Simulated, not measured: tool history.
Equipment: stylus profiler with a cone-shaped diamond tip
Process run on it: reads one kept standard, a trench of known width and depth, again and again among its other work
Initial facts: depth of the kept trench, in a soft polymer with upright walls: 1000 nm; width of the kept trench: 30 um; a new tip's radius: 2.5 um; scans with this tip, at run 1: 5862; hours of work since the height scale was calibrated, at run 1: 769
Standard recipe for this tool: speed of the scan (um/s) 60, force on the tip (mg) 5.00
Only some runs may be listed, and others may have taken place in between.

run	day	speed of the scan (um/s)	force on the tip (mg)	scans with this tip	hours of work since the height scale was calibrated	depth of the trench (nm)	width of the trench's floor (µm)
1	0.000	60	5.00	5862	769	1028.65	24.60
2	0.642	60	5.00	5950	781	1028.76	24.64
3	1.979	60	5.00	6132	804	1029.04	24.61
4	3.329	60	5.00	6316	829	1028.89	24.56
5	3.908	36	5.00	6395	839	1028.63	24.65
6	5.096	38	5.00	6556	860	1028.66	24.62
7	5.767	38	5.00	6648	872	1028.84	24.63
8	6.750	38	5.00	6781	890	1028.98	24.50
9	7.742	38	5.00	6917	907	1028.55	24.51
10	8.542	16	5.00	7026	922	1029.01	24.56
11	9.542	16	5.00	7162	940	1029.41	24.54
# day 9.625: height scale calibrated on a step standard
12	10.567	16	5.00	7299	17	1029.91	24.51
13	11.388	16	5.00	7410	32	1030.22	24.50
14	12.325	80	5.00	7538	48	1030.65	24.26
# day 13.029: height scale calibrated on a step standard, once more
15	13.675	80	5.00	7719	11	1027.95	24.28
16	14.650	20	2.33	7852	29	1016.91	24.32
17	15.579	108	3.27	7979	46	1021.10	23.94
18	16.246	187	5.98	8069	57	1031.40	23.79
19	17.038	55	7.01	8177	72	1034.42	24.27
20	17.638	36	3.59	8259	82	1022.37	24.32
21	18.983	32	9.81	8442	106	1043.31	24.33
22	19.683	32	3.14	8538	119	1020.44	24.25
23	20.788	20	4.99	8688	139	1027.84	24.27
24	21.471	20	4.99	8781	151	1028.00	24.25
25	22.592	49	6.77	8934	171	1034.32	24.17
26	23.233	61	10.63	9021	182	1045.78	24.19
27	23.921	16	3.68	9115	195	1023.37	24.20

What if the next run were any one of these 4? Each begins from the tool's condition after run 27:
A	25.038	67	10.27	9267	215	?	?
B	25.038	34	5.43	9267	215	?	?
C	25.038	81	8.11	9267	215	?	?
D	25.038	19	9.56	9267	215	?	?

run	depth of the trench (nm)	width of the trench's floor (µm)
A	1044.91	24.12
B	1029.76	24.07
C	1038.60	24.03
D	1043.30	24.27
With no hidden state in the tool, these same runs would have given:
run	depth of the trench (nm)	width of the trench's floor (µm)
A	1044.13	25.86
B	1029.00	25.82
C	1037.82	25.78
D	1042.52	26.01

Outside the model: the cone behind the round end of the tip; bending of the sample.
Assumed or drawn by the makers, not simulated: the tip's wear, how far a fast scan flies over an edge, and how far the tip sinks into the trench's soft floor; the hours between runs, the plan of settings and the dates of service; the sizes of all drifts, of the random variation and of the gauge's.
